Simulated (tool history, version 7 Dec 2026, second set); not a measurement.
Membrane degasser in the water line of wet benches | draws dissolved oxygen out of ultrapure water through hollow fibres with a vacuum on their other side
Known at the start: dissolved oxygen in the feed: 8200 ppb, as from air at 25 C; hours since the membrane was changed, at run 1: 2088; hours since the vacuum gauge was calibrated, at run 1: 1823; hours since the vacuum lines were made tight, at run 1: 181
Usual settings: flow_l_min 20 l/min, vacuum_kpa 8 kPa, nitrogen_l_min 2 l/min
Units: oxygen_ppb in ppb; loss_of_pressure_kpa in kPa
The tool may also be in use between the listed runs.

run,day,flow_l_min,vacuum_kpa,nitrogen_l_min,hours since the membrane was changed,hours since the vacuum gauge was calibrated,hours since the vacuum lines were made tight,oxygen_ppb,loss_of_pressure_kpa
1,0,20,8,2,2088,1823,181,124.6,37.34
2,3.529,20,8,2,2173,1908,266,124.1,36.85
3,6.583,20,8,2,2246,1981,339,126.2,36.88
4,9.875,20,8,0.81,2325,2060,418,264.9,37.1
5,12.067,20,8,2,2377,2113,470,124.9,37.22
6,14.133,20,8,2,2427,2162,520,127.4,37.48
7,15.567,20,8,1.26,2461,2197,554,184.4,37.37
8,18.108,20,8,2,2522,2258,615,123.7,37.32
9,19.825,20,8,2,2564,2299,657,127.1,37.13
10,22.512,20,8,2,2628,2363,721,122.6,37.04
11,24.483,20,8,2,2675,2411,768,124.1,37.46
12,26.462,20,8,2,2723,2458,816,125.3,37.34
13,29.933,20,8,2,2806,2542,899,128.1,37.08
14,31.946,20,5.82,2,2855,2590,948,76.1,37.23
15,34.667,20,8,2.48,2920,2655,1013,106.5,37.49
16,36.767,20,8,2.48,2970,2706,1063,106.1,37.3
17,39.983,16,8.26,2.48,3047,2783,1141,84.5,29.81
18,43.475,16,8.26,2.48,3131,2867,1224,85.1,29.88
19,45.4,16,8.26,2.48,3177,2913,1270,86.9,30
20,47.121,16,8.26,2.48,3219,2954,1312,84.8,30.36
21,50.454,27,9.17,2,3299,3034,1392,215.4,50.88
22,53.442,28,11.98,0.96,3370,3106,1464,557.9,52.1
23,56.717,28,11.98,0.96,3449,3184,1542,552.4,52.58
# day 56.917: vacuum gauge calibrated
24,60.05,28,11.98,4.85,3529,75,1622,158,52.71
25,63.088,17,15.86,1.6,3601,148,1695,313.7,31.89
26,64.8,30,15.86,1.6,3643,189,1736,561.1,56.36
27,66.417,25,8,1.17,3681,228,1774,251.2,47.19
28,68.462,23,8,1.49,3731,277,1824,194.1,43.38
29,71.304,27,8,2,3799,345,1892,184.3,51.04
30,73.096,14,9.09,1.88,3842,388,1935,112.4,26.46
31,76.592,15,9.09,4.83,3926,472,2019,51,28.16

Forecast run 32:
# day 77.804: vacuum gauge calibrated, once more
32,78.721,13,10.02,2,3976,22,2069,?,?

oxygen_ppb: 111 ppb
loss_of_pressure_kpa: 24.41 kPa
Without the tool's hidden state the same run would have given oxygen_ppb 108.9 ppb, loss_of_pressure_kpa 23.71 kPa.

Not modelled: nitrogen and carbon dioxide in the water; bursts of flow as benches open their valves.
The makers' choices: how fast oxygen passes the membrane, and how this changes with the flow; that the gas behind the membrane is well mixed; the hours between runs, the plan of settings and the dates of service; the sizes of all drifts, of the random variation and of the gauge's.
